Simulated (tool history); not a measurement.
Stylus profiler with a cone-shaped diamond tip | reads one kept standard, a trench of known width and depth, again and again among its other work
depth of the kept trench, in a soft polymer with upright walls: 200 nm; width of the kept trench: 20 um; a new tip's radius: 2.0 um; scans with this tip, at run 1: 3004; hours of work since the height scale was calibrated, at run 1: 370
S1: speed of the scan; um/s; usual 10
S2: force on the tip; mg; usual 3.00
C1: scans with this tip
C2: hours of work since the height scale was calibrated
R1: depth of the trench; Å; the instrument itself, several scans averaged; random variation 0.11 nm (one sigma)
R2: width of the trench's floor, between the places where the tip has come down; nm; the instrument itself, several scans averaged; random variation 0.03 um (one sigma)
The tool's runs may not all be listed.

run 1 hour=0.0 | S1=10 S2=3.00 | C1=3004 C2=370 | R1=2020.4 R2=18170
run 2 hour=46.7 | S1=10 S2=3.00 | C1=3218 C2=396 | R1=2022.0 R2=18180
run 3 hour=98.6 | S1=10 S2=3.00 | C1=3456 C2=425 | R1=2021.8 R2=18200
run 4 hour=139.3 | S1=10 S2=3.00 | C1=3642 C2=448 | R1=2024.4 R2=18190
run 5 hour=162.3 | S1=10 S2=3.00 | C1=3747 C2=461 | R1=2022.9 R2=18120
run 6 hour=188.1 | S1=34 S2=3.00 | C1=3865 C2=476 | R1=2020.8 R2=18100
-- hour=191.8 height scale calibrated on a step standard
run 7 hour=240.1 | S1=10 S2=6.24 | C1=4101 C2=27 | R1=2033.7 R2=18140
run 8 hour=289.7 | S1=10 S2=6.24 | C1=4328 C2=55 | R1=2033.3 R2=18170
run 9 hour=321.5 | S1=10 S2=3.00 | C1=4474 C2=73 | R1=2023.8 R2=18190
-- hour=354.9 height scale calibrated on a step standard, once more
run 10 hour=369.0 | S1=5 S2=1.58 | C1=4689 C2=8 | R1=2009.5 R2=18120
run 11 hour=393.2 | S1=13 S2=4.93 | C1=4799 C2=22 | R1=2024.6 R2=18180
run 12 hour=431.4 | S1=4 S2=7.13 | C1=4974 C2=43 | R1=2030.6 R2=18170
run 13 hour=469.8 | S1=3 S2=1.37 | C1=5150 C2=65 | R1=2010.5 R2=18140
run 14 hour=491.4 | S1=4 S2=1.97 | C1=5249 C2=77 | R1=2014.0 R2=18170
run 15 hour=514.1 | S1=16 S2=3.00 | C1=5352 C2=90 | R1=2017.7 R2=18080
run 16 hour=543.7 | S1=10 S2=7.00 | C1=5488 C2=106 | R1=2030.0 R2=18200
run 17 hour=594.0 | S1=3 S2=5.95 | C1=5718 C2=135 | R1=2028.2 R2=18120
run 18 hour=642.7 | S1=24 S2=3.83 | C1=5941 C2=162 | R1=2020.6 R2=18120

4 ways to go on from here, each from the tool as it stands after run 18. What would each give?
run A hour=687.2 | S1=17 S2=1.42 | C1=6145 C2=187 | R1=? R2=?
run B hour=687.2 | S1=6 S2=1.19 | C1=6145 C2=187 | R1=? R2=?
run C hour=687.2 | S1=22 S2=3.00 | C1=6145 C2=187 | R1=? R2=?
run D hour=687.2 | S1=7 S2=4.92 | C1=6145 C2=187 | R1=? R2=?

run=A R1=2013.1 R2=18070
run=B R1=2008.9 R2=18110
run=C R1=2019.8 R2=18070
run=D R1=2025.1 R2=18170
Without the tool's hidden state the same runs would have given:
run=A R1=2012.4 R2=18170
run=B R1=2008.1 R2=18210
run=C R1=2019.0 R2=18170
run=D R1=2024.3 R2=18270
